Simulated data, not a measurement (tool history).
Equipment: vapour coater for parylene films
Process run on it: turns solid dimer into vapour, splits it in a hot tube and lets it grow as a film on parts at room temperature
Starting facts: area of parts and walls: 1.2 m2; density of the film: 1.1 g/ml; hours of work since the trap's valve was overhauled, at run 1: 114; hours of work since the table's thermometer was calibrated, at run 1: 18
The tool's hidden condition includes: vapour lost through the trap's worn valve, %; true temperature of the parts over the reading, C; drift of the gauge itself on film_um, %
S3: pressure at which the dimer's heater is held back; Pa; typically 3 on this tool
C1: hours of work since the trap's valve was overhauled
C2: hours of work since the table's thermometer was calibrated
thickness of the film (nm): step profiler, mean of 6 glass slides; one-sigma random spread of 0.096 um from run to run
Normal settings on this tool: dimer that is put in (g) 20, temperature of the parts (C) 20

{"run": 1, "hour": 0.0, "dimer that is put in (g)": 20, "temperature of the parts (C)": 20, "S3": 3, "C1": 114, "C2": 18, "thickness of the film (nm)": 11640}
{"run": 2, "hour": 13.3, "dimer that is put in (g)": 18, "temperature of the parts (C)": 20, "S3": 3, "C1": 121, "C2": 24, "thickness of the film (nm)": 10520}
{"run": 3, "hour": 37.2, "dimer that is put in (g)": 20, "temperature of the parts (C)": 12, "S3": 3, "C1": 133, "C2": 37, "thickness of the film (nm)": 14940}
{"run": 4, "hour": 60.1, "dimer that is put in (g)": 20, "temperature of the parts (C)": 12, "S3": 3, "C1": 144, "C2": 48, "thickness of the film (nm)": 14710}
{"run": 5, "hour": 83.0, "dimer that is put in (g)": 20, "temperature of the parts (C)": 12, "S3": 3, "C1": 156, "C2": 60, "thickness of the film (nm)": 14850}
{"run": 6, "hour": 94.7, "dimer that is put in (g)": 16, "temperature of the parts (C)": 12, "S3": 3, "C1": 162, "C2": 66, "thickness of the film (nm)": 11570}
{"run": 7, "hour": 120.3, "dimer that is put in (g)": 20, "temperature of the parts (C)": 20, "S3": 3, "C1": 175, "C2": 78, "thickness of the film (nm)": 11730}
{"run": 8, "hour": 145.4, "dimer that is put in (g)": 23, "temperature of the parts (C)": 16, "S3": 2.11, "C1": 187, "C2": 91, "thickness of the film (nm)": 15880}
{"run": 9, "hour": 160.6, "dimer that is put in (g)": 23, "temperature of the parts (C)": 28, "S3": 3, "C1": 195, "C2": 99, "thickness of the film (nm)": 10050}

Run 10 comes next. What will it give?
{"run": 10, "hour": 179.9, "dimer that is put in (g)": 13, "temperature of the parts (C)": 15, "S3": 2.48, "C1": 205, "C2": 108, "thickness of the film (nm)": "?"}

Run 10 came out at thickness of the film (nm) 9320.
Were there no unlogged condition in the tool, this run, its random variation unchanged, would have produced thickness of the film (nm) 9370.
